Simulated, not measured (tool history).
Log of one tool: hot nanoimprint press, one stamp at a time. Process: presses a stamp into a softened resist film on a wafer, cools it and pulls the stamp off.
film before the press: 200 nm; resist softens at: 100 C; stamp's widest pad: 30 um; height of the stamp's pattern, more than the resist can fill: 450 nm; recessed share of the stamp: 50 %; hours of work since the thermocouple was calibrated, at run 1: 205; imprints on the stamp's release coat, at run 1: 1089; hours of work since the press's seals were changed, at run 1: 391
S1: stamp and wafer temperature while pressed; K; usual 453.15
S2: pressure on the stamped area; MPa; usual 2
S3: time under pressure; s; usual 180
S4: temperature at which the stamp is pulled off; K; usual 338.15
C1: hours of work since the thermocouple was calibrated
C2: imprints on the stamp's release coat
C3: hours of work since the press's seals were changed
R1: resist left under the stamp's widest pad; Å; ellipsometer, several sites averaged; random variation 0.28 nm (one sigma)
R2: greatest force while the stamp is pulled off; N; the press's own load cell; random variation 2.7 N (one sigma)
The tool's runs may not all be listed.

run 1 day=0 | S1=453.15 S2=2 S3=180 S4=338.15 | C1=205 C2=1089 C3=391 | R1=1206 R2=227
run 2 day=0.471 | S1=453.15 S2=2 S3=180 S4=338.15 | C1=213 C2=1118 C3=400 | R1=1201 R2=230
run 3 day=1.362 | S1=453.15 S2=2 S3=180 S4=338.15 | C1=228 C2=1173 C3=415 | R1=1206 R2=231
run 4 day=2.125 | S1=453.15 S2=2 S3=180 S4=338.15 | C1=241 C2=1220 C3=428 | R1=1207 R2=226
run 5 day=2.958 | S1=453.15 S2=2 S3=180 S4=338.15 | C1=256 C2=1272 C3=443 | R1=1208 R2=234
run 6 day=3.892 | S1=453.15 S2=2 S3=180 S4=338.15 | C1=272 C2=1329 C3=459 | R1=1204 R2=234
run 7 day=4.267 | S1=453.15 S2=2 S3=180 S4=338.15 | C1=278 C2=1352 C3=465 | R1=1210 R2=234
run 8 day=5.158 | S1=453.15 S2=2 S3=180 S4=338.15 | C1=294 C2=1407 C3=481 | R1=1211 R2=238
run 9 day=5.917 | S1=453.15 S2=2 S3=180 S4=338.15 | C1=307 C2=1454 C3=494 | R1=1213 R2=238
run 10 day=6.612 | S1=453.15 S2=2 S3=180 S4=338.15 | C1=319 C2=1497 C3=506 | R1=1215 R2=240
run 11 day=7.083 | S1=453.15 S2=2 S3=180 S4=338.15 | C1=327 C2=1526 C3=514 | R1=1211 R2=240
run 12 day=7.492 | S1=453.15 S2=2 S3=195 S4=338.15 | C1=334 C2=1551 C3=521 | R1=1184 R2=237
run 13 day=8.367 | S1=460.15 S2=2 S3=195 S4=338.15 | C1=349 C2=1605 C3=536 | R1=926 R2=236
run 14 day=8.971 | S1=460.15 S2=2 S3=195 S4=338.15 | C1=360 C2=1642 C3=546 | R1=925 R2=253
-- day=9.142 plate thermocouple calibrated
run 15 day=9.683 | S1=453.15 S2=2 S3=180 S4=338.15 | C1=9 C2=1678 C3=557 | R1=1226 R2=242
run 16 day=10.188 | S1=465.15 S2=2.4 S3=180 S4=344.15 | C1=18 C2=1709 C3=565 | R1=737 R2=228
run 17 day=10.633 | S1=465.15 S2=2.4 S3=180 S4=344.15 | C1=26 C2=1737 C3=573 | R1=738 R2=234
run 18 day=11.038 | S1=465.15 S2=2.4 S3=180 S4=344.15 | C1=33 C2=1762 C3=580 | R1=738 R2=231
run 19 day=11.6 | S1=456.15 S2=2.73 S3=120 S4=338.15 | C1=42 C2=1796 C3=590 | R1=1126 R2=248
run 20 day=12.521 | S1=453.15 S2=2 S3=144 S4=340.15 | C1=58 C2=1853 C3=606 | R1=1312 R2=243
run 21 day=13.238 | S1=453.15 S2=2 S3=136 S4=344.15 | C1=71 C2=1897 C3=618 | R1=1335 R2=233
-- day=13.8 plate thermocouple calibrated, once more
run 22 day=13.912 | S1=453.15 S2=2 S3=136 S4=344.15 | C1=2 C2=1931 C3=627 | R1=1286 R2=232
run 23 day=14.517 | S1=457.15 S2=2.11 S3=256 S4=333.15 | C1=12 C2=1968 C3=638 | R1=888 R2=256
run 24 day=15.033 | S1=453.15 S2=2 S3=145 S4=338.15 | C1=21 C2=2000 C3=647 | R1=1266 R2=250
run 25 day=15.829 | S1=451.15 S2=3.16 S3=114 S4=329.15 | C1=35 C2=2049 C3=660 | R1=1248 R2=261
run 26 day=16.679 | S1=444.15 S2=3.16 S3=114 S4=329.15 | C1=50 C2=2102 C3=675 | R1=1530 R2=262
run 27 day=17.071 | S1=453.15 S2=2.73 S3=180 S4=338.15 | C1=56 C2=2126 C3=682 | R1=1061 R2=249
run 28 day=17.788 | S1=453.15 S2=1.95 S3=243 S4=328.15 | C1=69 C2=2170 C3=694 | R1=1091 R2=267
run 29 day=18.65 | S1=453.15 S2=1.95 S3=243 S4=328.15 | C1=84 C2=2223 C3=709 | R1=1092 R2=273

Hidden state at the last listed run before each entry between runs and at the first one after, where it differs:
Between runs 14 and 15: plate thermocouple calibrated (day 9.142)
  true temperature over the reading, C: -0.69 -> -1.04; pressure that arrives at the usual setting, %: 97.36 -> 97.31; grip of the stamp's worn release coat, % over a new coat's: 15.8 -> 16.1
  measured less the result without the state, R1: +34 -> +54 Å; R2: +35 -> +35 N
Between runs 21 and 22: plate thermocouple calibrated, once more (day 13.8)
  true temperature over the reading, C: -1.14 -> 0.14; pressure that arrives at the usual setting, %: 97.06 -> 97.02; grip of the stamp's worn release coat, % over a new coat's: 18.3 -> 18.6
  measured less the result without the state, R1: +58 -> +8 Å; R2: +37 -> +36 N

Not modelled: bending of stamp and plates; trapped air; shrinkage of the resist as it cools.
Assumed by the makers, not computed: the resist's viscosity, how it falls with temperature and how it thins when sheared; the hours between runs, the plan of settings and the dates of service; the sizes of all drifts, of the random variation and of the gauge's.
